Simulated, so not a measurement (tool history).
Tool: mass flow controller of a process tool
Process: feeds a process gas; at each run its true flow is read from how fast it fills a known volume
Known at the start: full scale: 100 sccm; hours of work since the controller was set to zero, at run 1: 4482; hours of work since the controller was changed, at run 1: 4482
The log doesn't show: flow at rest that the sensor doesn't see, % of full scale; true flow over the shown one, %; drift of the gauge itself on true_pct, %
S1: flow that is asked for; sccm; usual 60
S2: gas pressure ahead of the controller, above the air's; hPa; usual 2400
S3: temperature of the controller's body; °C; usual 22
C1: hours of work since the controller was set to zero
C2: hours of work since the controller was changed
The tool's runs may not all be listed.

run 1 hour=0.0 | S1=60 S2=2400 S3=22 | C1=4482 C2=4482 | true_flow_(%)=97.13
run 2 hour=176.5 | S1=60 S2=2400 S3=22 | C1=4613 C2=4613 | true_flow_(%)=97.00
run 3 hour=305.8 | S1=60 S2=2180 S3=22 | C1=4709 C2=4709 | true_flow_(%)=96.82
run 4 hour=498.4 | S1=60 S2=2180 S3=22 | C1=4852 C2=4852 | true_flow_(%)=96.76
run 5 hour=639.3 | S1=60 S2=2180 S3=22 | C1=4957 C2=4957 | true_flow_(%)=96.65
run 6 hour=766.3 | S1=24 S2=2400 S3=22 | C1=5051 C2=5051 | true_flow_(%)=93.40
run 7 hour=938.7 | S1=20 S2=2400 S3=22 | C1=5179 C2=5179 | true_flow_(%)=92.34
run 8 hour=1054.3 | S1=20 S2=2400 S3=22 | C1=5265 C2=5265 | true_flow_(%)=92.21
run 9 hour=1144.9 | S1=20 S2=2400 S3=22 | C1=5332 C2=5332 | true_flow_(%)=92.13
run 10 hour=1287.5 | S1=16 S2=2400 S3=22 | C1=5438 C2=5438 | true_flow_(%)=90.35
run 11 hour=1389.6 | S1=16 S2=2400 S3=22 | C1=5514 C2=5514 | true_flow_(%)=90.26
run 12 hour=1506.7 | S1=60 S2=2400 S3=22 | C1=5601 C2=5601 | true_flow_(%)=96.55
run 13 hour=1671.8 | S1=60 S2=2400 S3=22 | C1=5724 C2=5724 | true_flow_(%)=96.42
-- hour=1705.1 controller's zero set anew
run 14 hour=1788.8 | S1=60 S2=2400 S3=22 | C1=62 C2=5810 | true_flow_(%)=98.37
run 15 hour=1963.1 | S1=60 S2=2400 S3=22 | C1=192 C2=5940 | true_flow_(%)=98.39
run 16 hour=2111.1 | S1=60 S2=2400 S3=22 | C1=302 C2=6050 | true_flow_(%)=98.33
-- hour=2149.3 controller exchanged for a calibrated one
run 17 hour=2236.8 | S1=60 S2=2400 S3=22 | C1=65 C2=65 | true_flow_(%)=99.52
run 18 hour=2363.8 | S1=60 S2=2400 S3=22 | C1=159 C2=159 | true_flow_(%)=99.55
run 19 hour=2574.2 | S1=25 S2=2400 S3=22 | C1=316 C2=316 | true_flow_(%)=98.82
run 20 hour=2672.1 | S1=25 S2=2400 S3=22 | C1=388 C2=388 | true_flow_(%)=98.56
run 21 hour=2797.3 | S1=60 S2=2400 S3=22 | C1=482 C2=482 | true_flow_(%)=99.20
run 22 hour=2970.1 | S1=60 S2=2400 S3=21 | C1=610 C2=610 | true_flow_(%)=99.18
run 23 hour=3086.3 | S1=60 S2=2400 S3=22 | C1=696 C2=696 | true_flow_(%)=99.21
run 24 hour=3191.4 | S1=60 S2=2310 S3=22 | C1=774 C2=774 | true_flow_(%)=99.12
run 25 hour=3286.1 | S1=11 S2=1730 S3=21 | C1=845 C2=845 | true_flow_(%)=96.35
run 26 hour=3416.2 | S1=11 S2=1730 S3=21 | C1=941 C2=941 | true_flow_(%)=96.04
run 27 hour=3513.0 | S1=11 S2=1730 S3=21 | C1=1013 C2=1013 | true_flow_(%)=96.05
run 28 hour=3629.0 | S1=91 S2=1750 S3=24 | C1=1100 C2=1100 | true_flow_(%)=99.22
run 29 hour=3838.0 | S1=65 S2=1700 S3=24 | C1=1255 C2=1255 | true_flow_(%)=98.55
run 30 hour=3970.7 | S1=26 S2=2400 S3=22 | C1=1353 C2=1353 | true_flow_(%)=97.57
run 31 hour=4176.6 | S1=60 S2=2400 S3=28 | C1=1506 C2=1506 | true_flow_(%)=99.08
run 32 hour=4268.9 | S1=66 S2=1870 S3=32 | C1=1575 C2=1575 | true_flow_(%)=98.96
run 33 hour=4395.4 | S1=60 S2=1660 S3=38 | C1=1669 C2=1669 | true_flow_(%)=99.13
run 34 hour=4562.2 | S1=13 S2=1540 S3=27 | C1=1793 C2=1793 | true_flow_(%)=95.09
run 35 hour=4709.9 | S1=44 S2=2190 S3=22 | C1=1903 C2=1903 | true_flow_(%)=97.90
run 36 hour=4920.4 | S1=25 S2=2000 S3=20 | C1=2059 C2=2059 | true_flow_(%)=96.46
run 37 hour=5090.1 | S1=31 S2=2440 S3=31 | C1=2185 C2=2185 | true_flow_(%)=97.76
run 38 hour=5262.4 | S1=24 S2=2440 S3=31 | C1=2313 C2=2313 | true_flow_(%)=96.85
run 39 hour=5402.4 | S1=24 S2=2440 S3=31 | C1=2417 C2=2417 | true_flow_(%)=96.97
run 40 hour=5601.2 | S1=24 S2=2440 S3=31 | C1=2565 C2=2565 | true_flow_(%)=96.75
run 41 hour=5703.3 | S1=24 S2=2440 S3=31 | C1=2641 C2=2641 | true_flow_(%)=96.51
run 42 hour=5792.2 | S1=24 S2=2440 S3=31 | C1=2707 C2=2707 | true_flow_(%)=96.62
run 43 hour=5922.1 | S1=24 S2=2440 S3=31 | C1=2803 C2=2803 | true_flow_(%)=96.49
run 44 hour=6070.2 | S1=45 S2=1660 S3=36 | C1=2913 C2=2913 | true_flow_(%)=97.78
run 45 hour=6197.9 | S1=12 S2=2190 S3=22 | C1=3008 C2=3008 | true_flow_(%)=92.77
run 46 hour=6355.7 | S1=64 S2=2740 S3=31 | C1=3126 C2=3126 | true_flow_(%)=98.64
run 47 hour=6509.4 | S1=64 S2=2740 S3=31 | C1=3240 C2=3240 | true_flow_(%)=98.63
run 48 hour=6652.1 | S1=64 S2=2740 S3=31 | C1=3346 C2=3346 | true_flow_(%)=98.48

Forecast each of these 4 alternatives for the next run:
run A hour=6752.9 | S1=60 S2=2400 S3=38 | C1=3421 C2=3421 | true_flow_(%)=?
run B hour=6752.9 | S1=46 S2=1650 S3=33 | C1=3421 C2=3421 | true_flow_(%)=?
run C hour=6752.9 | S1=14 S2=2400 S3=22 | C1=3421 C2=3421 | true_flow_(%)=?
run D hour=6752.9 | S1=17 S2=2740 S3=31 | C1=3421 C2=3421 | true_flow_(%)=?

run=A true_flow_(%)=98.66
run=B true_flow_(%)=97.13
run=C true_flow_(%)=92.90
run=D true_flow_(%)=94.51
Without the tool's hidden state the same runs would have given:
run=A true_flow_(%)=100.53
run=B true_flow_(%)=99.39
run=C true_flow_(%)=98.90
run=D true_flow_(%)=99.56
